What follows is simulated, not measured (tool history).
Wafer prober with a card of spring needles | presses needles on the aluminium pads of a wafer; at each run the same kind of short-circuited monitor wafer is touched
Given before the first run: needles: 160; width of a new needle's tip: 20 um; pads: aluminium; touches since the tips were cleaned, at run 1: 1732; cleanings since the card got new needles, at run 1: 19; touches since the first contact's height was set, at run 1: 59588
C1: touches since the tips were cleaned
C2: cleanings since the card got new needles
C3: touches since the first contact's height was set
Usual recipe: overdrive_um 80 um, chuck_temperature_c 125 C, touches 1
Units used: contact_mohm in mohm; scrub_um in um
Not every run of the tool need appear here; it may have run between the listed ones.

{"run": 1, "hour": 0.0, "overdrive_um": 80, "chuck_temperature_c": 125, "touches": 1, "C1": 1732, "C2": 19, "C3": 59588, "contact_mohm": 298, "scrub_um": 12.53}
{"hour": 3.1, "done": "tips cleaned on abrasive film"}
{"run": 2, "hour": 7.8, "overdrive_um": 80, "chuck_temperature_c": 125, "touches": 2, "C1": 1305, "C2": 20, "C3": 61703, "contact_mohm": 263, "scrub_um": 12.47}
{"hour": 12.6, "done": "tips cleaned on abrasive film"}
{"run": 3, "hour": 15.2, "overdrive_um": 80, "chuck_temperature_c": 125, "touches": 2, "C1": 715, "C2": 21, "C3": 63686, "contact_mohm": 248, "scrub_um": 12.53}
{"hour": 22.3, "done": "tips cleaned on abrasive film"}
{"run": 4, "hour": 22.5, "overdrive_um": 80, "chuck_temperature_c": 125, "touches": 2, "C1": 47, "C2": 22, "C3": 65648, "contact_mohm": 234, "scrub_um": 12.32}
{"run": 5, "hour": 27.8, "overdrive_um": 99, "chuck_temperature_c": 125, "touches": 1, "C1": 1501, "C2": 22, "C3": 67102, "contact_mohm": 262, "scrub_um": 15.48}
{"hour": 31.5, "done": "tips cleaned on abrasive film"}
{"run": 6, "hour": 36.9, "overdrive_um": 99, "chuck_temperature_c": 125, "touches": 1, "C1": 1498, "C2": 23, "C3": 69579, "contact_mohm": 266, "scrub_um": 15.54}
{"hour": 40.9, "done": "tips cleaned on abrasive film"}
{"run": 7, "hour": 46.6, "overdrive_um": 99, "chuck_temperature_c": 125, "touches": 1, "C1": 1562, "C2": 24, "C3": 72186, "contact_mohm": 265, "scrub_um": 15.52}
{"hour": 51.0, "done": "tips cleaned on abrasive film"}
{"run": 8, "hour": 55.2, "overdrive_um": 99, "chuck_temperature_c": 125, "touches": 1, "C1": 1160, "C2": 25, "C3": 74517, "contact_mohm": 262, "scrub_um": 15.55}
{"hour": 60.9, "done": "tips cleaned on abrasive film"}
{"run": 9, "hour": 66.7, "overdrive_um": 80, "chuck_temperature_c": 125, "touches": 1, "C1": 1585, "C2": 26, "C3": 77642, "contact_mohm": 288, "scrub_um": 12.42}
{"hour": 70.1, "done": "tips cleaned on abrasive film"}
{"run": 10, "hour": 79.0, "overdrive_um": 80, "chuck_temperature_c": 125, "touches": 1, "C1": 2428, "C2": 27, "C3": 80959, "contact_mohm": 312, "scrub_um": 12.4}
{"hour": 79.6, "done": "tips cleaned on abrasive film"}
{"run": 11, "hour": 86.3, "overdrive_um": 80, "chuck_temperature_c": 125, "touches": 1, "C1": 1837, "C2": 28, "C3": 82949, "contact_mohm": 298, "scrub_um": 12.66}
{"hour": 88.9, "done": "tips cleaned on abrasive film"}
{"run": 12, "hour": 95.5, "overdrive_um": 80, "chuck_temperature_c": 125, "touches": 1, "C1": 1803, "C2": 29, "C3": 85426, "contact_mohm": 300, "scrub_um": 12.46}
{"hour": 98.1, "done": "tips cleaned on abrasive film"}
{"run": 13, "hour": 100.8, "overdrive_um": 80, "chuck_temperature_c": 125, "touches": 1, "C1": 728, "C2": 30, "C3": 86844, "contact_mohm": 260, "scrub_um": 12.43}
{"hour": 107.9, "done": "tips cleaned on abrasive film"}
{"run": 14, "hour": 108.8, "overdrive_um": 80, "chuck_temperature_c": 125, "touches": 1, "C1": 256, "C2": 31, "C3": 89017, "contact_mohm": 249, "scrub_um": 12.54}
{"hour": 117.0, "done": "tips cleaned on abrasive film"}
{"run": 15, "hour": 119.7, "overdrive_um": 66, "chuck_temperature_c": 125, "touches": 1, "C1": 742, "C2": 32, "C3": 91973, "contact_mohm": 286, "scrub_um": 10.26}
{"hour": 126.7, "done": "tips cleaned on abrasive film"}
{"run": 16, "hour": 129.0, "overdrive_um": 80, "chuck_temperature_c": 125, "touches": 3, "C1": 624, "C2": 33, "C3": 94472, "contact_mohm": 240, "scrub_um": 12.24}
{"hour": 136.0, "done": "tips cleaned on abrasive film"}
{"run": 17, "hour": 140.8, "overdrive_um": 80, "chuck_temperature_c": 42, "touches": 1, "C1": 1312, "C2": 34, "C3": 97663, "contact_mohm": 277, "scrub_um": 12.38}
{"hour": 145.5, "done": "tips cleaned on abrasive film"}
{"run": 18, "hour": 153.1, "overdrive_um": 80, "chuck_temperature_c": 42, "touches": 1, "C1": 2088, "C2": 35, "C3": 101012, "contact_mohm": 296, "scrub_um": 12.32}
{"hour": 154.8, "done": "tips cleaned on abrasive film"}
{"hour": 163.9, "done": "tips cleaned on abrasive film"}
{"run": 19, "hour": 163.9, "overdrive_um": 86, "chuck_temperature_c": 32, "touches": 1, "C1": 13, "C2": 37, "C3": 103914, "contact_mohm": 211, "scrub_um": 13.32}
{"run": 20, "hour": 170.6, "overdrive_um": 86, "chuck_temperature_c": 32, "touches": 1, "C1": 1850, "C2": 37, "C3": 105751, "contact_mohm": 282, "scrub_um": 13.34}
{"hour": 173.9, "done": "tips cleaned on abrasive film"}
{"run": 21, "hour": 176.1, "overdrive_um": 76, "chuck_temperature_c": 45, "touches": 1, "C1": 601, "C2": 38, "C3": 107204, "contact_mohm": 251, "scrub_um": 11.88}
{"hour": 183.0, "done": "tips cleaned on abrasive film"}
{"run": 22, "hour": 188.8, "overdrive_um": 76, "chuck_temperature_c": 45, "touches": 1, "C1": 1578, "C2": 39, "C3": 110663, "contact_mohm": 296, "scrub_um": 11.75}
{"hour": 192.4, "done": "tips cleaned on abrasive film"}
{"run": 23, "hour": 198.4, "overdrive_um": 80, "chuck_temperature_c": 125, "touches": 3, "C1": 1633, "C2": 40, "C3": 113250, "contact_mohm": 255, "scrub_um": 12.4}
{"hour": 201.9, "done": "tips cleaned on abrasive film"}
{"run": 24, "hour": 209.7, "overdrive_um": 80, "chuck_temperature_c": 48, "touches": 2, "C1": 2143, "C2": 41, "C3": 116333, "contact_mohm": 264, "scrub_um": 12.36}
{"hour": 211.9, "done": "tips cleaned on abrasive film"}
{"run": 25, "hour": 218.6, "overdrive_um": 86, "chuck_temperature_c": 29, "touches": 2, "C1": 1816, "C2": 42, "C3": 118715, "contact_mohm": 249, "scrub_um": 13.35}
{"hour": 221.2, "done": "tips cleaned on abrasive film"}
{"hour": 230.4, "done": "tips cleaned on abrasive film"}
{"run": 26, "hour": 230.8, "overdrive_um": 86, "chuck_temperature_c": 29, "touches": 2, "C1": 131, "C2": 44, "C3": 122020, "contact_mohm": 209, "scrub_um": 13.34}
{"hour": 240.1, "done": "tips cleaned on abrasive film"}
{"run": 27, "hour": 242.3, "overdrive_um": 86, "chuck_temperature_c": 29, "touches": 2, "C1": 610, "C2": 45, "C3": 125128, "contact_mohm": 227, "scrub_um": 13.19}
{"hour": 249.3, "done": "tips cleaned on abrasive film"}
{"run": 28, "hour": 253.3, "overdrive_um": 86, "chuck_temperature_c": 29, "touches": 2, "C1": 1078, "C2": 46, "C3": 128098, "contact_mohm": 242, "scrub_um": 13.36}
{"hour": 258.4, "done": "tips cleaned on abrasive film"}
{"run": 29, "hour": 262.5, "overdrive_um": 86, "chuck_temperature_c": 29, "touches": 2, "C1": 1110, "C2": 47, "C3": 130589, "contact_mohm": 236, "scrub_um": 13.38}
{"hour": 267.6, "done": "tips cleaned on abrasive film"}
{"run": 30, "hour": 274.5, "overdrive_um": 86, "chuck_temperature_c": 29, "touches": 2, "C1": 1891, "C2": 48, "C3": 133845, "contact_mohm": 253, "scrub_um": 13.18}
{"hour": 276.7, "done": "tips cleaned on abrasive film"}
{"run": 31, "hour": 281.9, "overdrive_um": 86, "chuck_temperature_c": 29, "touches": 2, "C1": 1410, "C2": 49, "C3": 135841, "contact_mohm": 240, "scrub_um": 13.26}
{"hour": 286.1, "done": "tips cleaned on abrasive film"}
{"run": 32, "hour": 291.6, "overdrive_um": 90, "chuck_temperature_c": 120, "touches": 2, "C1": 1508, "C2": 50, "C3": 138480, "contact_mohm": 253, "scrub_um": 13.89}
{"hour": 295.4, "done": "tips cleaned on abrasive film"}
{"run": 33, "hour": 301.0, "overdrive_um": 90, "chuck_temperature_c": 74, "touches": 2, "C1": 1517, "C2": 51, "C3": 141003, "contact_mohm": 250, "scrub_um": 13.8}
{"hour": 304.6, "done": "tips cleaned on abrasive film"}
{"run": 34, "hour": 309.0, "overdrive_um": 80, "chuck_temperature_c": 109, "touches": 3, "C1": 1203, "C2": 52, "C3": 143167, "contact_mohm": 241, "scrub_um": 12.25}

Alternative continuations, all from the tool just after run 34; predict every row:
{"hour": 314.1, "done": "tips cleaned on abrasive film"}
{"run": "A", "hour": 318.1, "overdrive_um": 62, "chuck_temperature_c": 74, "touches": 1, "C1": 1075, "C2": 53, "C3": 145621, "contact_mohm": "?", "scrub_um": "?"}
{"hour": 314.1, "done": "tips cleaned on abrasive film"}
{"run": "B", "hour": 318.1, "overdrive_um": 66, "chuck_temperature_c": 109, "touches": 3, "C1": 1075, "C2": 53, "C3": 145621, "contact_mohm": "?", "scrub_um": "?"}
{"hour": 314.1, "done": "tips cleaned on abrasive film"}
{"run": "C", "hour": 318.1, "overdrive_um": 80, "chuck_temperature_c": 97, "touches": 1, "C1": 1075, "C2": 53, "C3": 145621, "contact_mohm": "?", "scrub_um": "?"}

run=A contact_mohm=317 scrub_um=9.4
run=B contact_mohm=257 scrub_um=10
run=C contact_mohm=282 scrub_um=12.26
Without the tool's hidden state the same runs would have given:
run=A contact_mohm=215 scrub_um=9.82
run=B contact_mohm=226 scrub_um=10.41
run=C contact_mohm=221 scrub_um=12.68
